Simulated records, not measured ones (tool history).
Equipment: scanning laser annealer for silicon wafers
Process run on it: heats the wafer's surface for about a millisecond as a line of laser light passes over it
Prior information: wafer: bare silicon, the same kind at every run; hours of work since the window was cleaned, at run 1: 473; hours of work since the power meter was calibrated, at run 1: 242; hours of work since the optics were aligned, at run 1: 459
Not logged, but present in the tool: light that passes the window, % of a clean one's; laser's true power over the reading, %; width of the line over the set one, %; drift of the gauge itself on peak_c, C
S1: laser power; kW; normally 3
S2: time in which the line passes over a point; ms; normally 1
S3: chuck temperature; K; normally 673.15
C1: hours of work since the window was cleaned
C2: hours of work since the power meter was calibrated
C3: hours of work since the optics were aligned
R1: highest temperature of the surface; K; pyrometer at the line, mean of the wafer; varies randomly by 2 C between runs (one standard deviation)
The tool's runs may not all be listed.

{"run": 1, "hour": 0.0, "S1": 3, "S2": 1, "S3": 673.15, "C1": 473, "C2": 242, "C3": 459, "R1": 1484.15}
{"run": 2, "hour": 6.3, "S1": 3.172, "S2": 1, "S3": 673.15, "C1": 476, "C2": 245, "C3": 462, "R1": 1537.15}
{"run": 3, "hour": 17.7, "S1": 3, "S2": 1, "S3": 673.15, "C1": 482, "C2": 251, "C3": 468, "R1": 1484.15}
{"run": 4, "hour": 28.5, "S1": 3, "S2": 0.86, "S3": 673.15, "C1": 487, "C2": 257, "C3": 474, "R1": 1417.15}
{"run": 5, "hour": 39.2, "S1": 3, "S2": 1, "S3": 673.15, "C1": 493, "C2": 262, "C3": 479, "R1": 1488.15}
{"run": 6, "hour": 47.6, "S1": 2.558, "S2": 1, "S3": 673.15, "C1": 497, "C2": 266, "C3": 483, "R1": 1344.15}
{"run": 7, "hour": 57.6, "S1": 2.558, "S2": 1, "S3": 673.15, "C1": 502, "C2": 271, "C3": 488, "R1": 1344.15}
{"run": 8, "hour": 64.1, "S1": 3, "S2": 0.97, "S3": 673.15, "C1": 505, "C2": 275, "C3": 492, "R1": 1466.15}
{"run": 9, "hour": 75.7, "S1": 3, "S2": 0.97, "S3": 673.15, "C1": 511, "C2": 280, "C3": 498, "R1": 1470.15}
{"run": 10, "hour": 84.7, "S1": 2.608, "S2": 1, "S3": 673.15, "C1": 516, "C2": 285, "C3": 502, "R1": 1357.15}
{"run": 11, "hour": 94.7, "S1": 3, "S2": 1, "S3": 673.15, "C1": 521, "C2": 290, "C3": 507, "R1": 1481.15}
{"run": 12, "hour": 105.2, "S1": 3, "S2": 1, "S3": 673.15, "C1": 526, "C2": 295, "C3": 512, "R1": 1480.15}
{"run": 13, "hour": 116.9, "S1": 3, "S2": 1, "S3": 673.15, "C1": 532, "C2": 301, "C3": 518, "R1": 1485.15}
{"run": 14, "hour": 129.2, "S1": 3, "S2": 1, "S3": 689.15, "C1": 538, "C2": 308, "C3": 525, "R1": 1496.15}
{"run": 15, "hour": 141.3, "S1": 3.241, "S2": 0.77, "S3": 641.15, "C1": 544, "C2": 314, "C3": 531, "R1": 1399.15}
{"run": 16, "hour": 149.4, "S1": 3.241, "S2": 0.77, "S3": 641.15, "C1": 549, "C2": 318, "C3": 535, "R1": 1403.15}
{"run": 17, "hour": 161.8, "S1": 3.241, "S2": 0.81, "S3": 641.15, "C1": 555, "C2": 324, "C3": 541, "R1": 1424.15}
{"run": 18, "hour": 172.9, "S1": 3.241, "S2": 0.81, "S3": 641.15, "C1": 561, "C2": 330, "C3": 547, "R1": 1426.15}
{"run": 19, "hour": 182.8, "S1": 3.029, "S2": 1, "S3": 700.15, "C1": 566, "C2": 335, "C3": 552, "R1": 1513.15}
{"run": 20, "hour": 195.3, "S1": 2.584, "S2": 1.17, "S3": 662.15, "C1": 572, "C2": 341, "C3": 558, "R1": 1402.15}
{"run": 21, "hour": 206.6, "S1": 2.775, "S2": 1.17, "S3": 662.15, "C1": 578, "C2": 347, "C3": 564, "R1": 1464.15}
{"run": 22, "hour": 215.4, "S1": 2.583, "S2": 1.07, "S3": 685.15, "C1": 582, "C2": 351, "C3": 568, "R1": 1380.15}
{"run": 23, "hour": 224.6, "S1": 3, "S2": 0.75, "S3": 671.15, "C1": 587, "C2": 356, "C3": 573, "R1": 1354.15}
{"run": 24, "hour": 236.1, "S1": 3, "S2": 1.08, "S3": 643.15, "C1": 593, "C2": 362, "C3": 579, "R1": 1482.15}
{"run": 25, "hour": 247.2, "S1": 3.297, "S2": 1.08, "S3": 666.15, "C1": 598, "C2": 368, "C3": 585, "R1": 1601.15}
{"run": 26, "hour": 256.0, "S1": 3.297, "S2": 0.88, "S3": 666.15, "C1": 603, "C2": 372, "C3": 589, "R1": 1500.15}
{"run": 27, "hour": 267.7, "S1": 2.702, "S2": 1.17, "S3": 673.15, "C1": 609, "C2": 378, "C3": 595, "R1": 1447.15}

Measured result minus the same run's result without the hidden state. Both carry the same run-to-run variation, though not necessarily the same gauge scatter:
run=1 R1=-37
run=2 R1=-40
run=3 R1=-38
run=4 R1=-36
run=5 R1=-39
run=6 R1=-33
run=7 R1=-32
run=8 R1=-40
run=9 R1=-39
run=10 R1=-34
run=11 R1=-41
run=12 R1=-42
run=13 R1=-41
run=14 R1=-42
run=15 R1=-41
run=16 R1=-41
run=17 R1=-42
run=18 R1=-42
run=19 R1=-45
run=20 R1=-42
run=21 R1=-46
run=22 R1=-39
run=23 R1=-39
run=24 R1=-48
run=25 R1=-55
run=26 R1=-49
run=27 R1=-46
